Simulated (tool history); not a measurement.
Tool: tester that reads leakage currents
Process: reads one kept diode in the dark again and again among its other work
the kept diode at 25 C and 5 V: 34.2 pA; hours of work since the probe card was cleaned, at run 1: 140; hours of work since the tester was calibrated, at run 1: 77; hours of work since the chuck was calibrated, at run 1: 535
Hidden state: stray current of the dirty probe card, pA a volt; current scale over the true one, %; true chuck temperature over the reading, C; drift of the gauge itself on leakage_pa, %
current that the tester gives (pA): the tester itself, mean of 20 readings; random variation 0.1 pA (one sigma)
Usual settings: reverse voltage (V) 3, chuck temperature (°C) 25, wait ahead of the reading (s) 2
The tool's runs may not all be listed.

run,hour,reverse voltage (V),chuck temperature (°C),wait ahead of the reading (s),hours of work since the probe card was cleaned,hours of work since the tester was calibrated,hours of work since the chuck was calibrated,current that the tester gives (pA)
1,0,3,25,2,140,77,535,28.96
2,20.8,3,36,2,151,87,545,76.84
3,53.4,3,25,0.46,167,103,561,29.92
4,72.2,3,25,0.46,176,113,571,29.82
5,93.7,3,25,2,187,123,581,28.83
6,112.1,3,25,2,196,132,590,28.82
7,130.1,3,25,6.69,205,141,599,28.6
8,146.5,6.34,32,7.74,213,150,608,70.46
9,173.7,6.34,32,4.12,227,163,621,70.76
10,190.9,18.78,21,0.94,236,172,630,41.45
11,205.8,1.86,21,0.94,243,179,637,17.03
12,235.6,3.08,32,0.52,258,194,652,55.42
13,264,3.08,32,0.52,272,208,666,55.56

4 ways to go on from here, each from the tool as it stands after run 13. What would each give?
A,282.3,3,25,1.57,281,217,675,?
B,282.3,3.08,21,3.35,281,217,675,?
C,282.3,3,25,6.74,281,217,675,?
D,282.3,16.25,32,0.31,281,217,675,?

run,current that the tester gives (pA)
A,28.94
B,19.98
C,28.57
D,108.36
Without the tool's hidden state the same runs would have given:
run,current that the tester gives (pA)
A,28.94
B,19.98
C,28.58
D,108.37
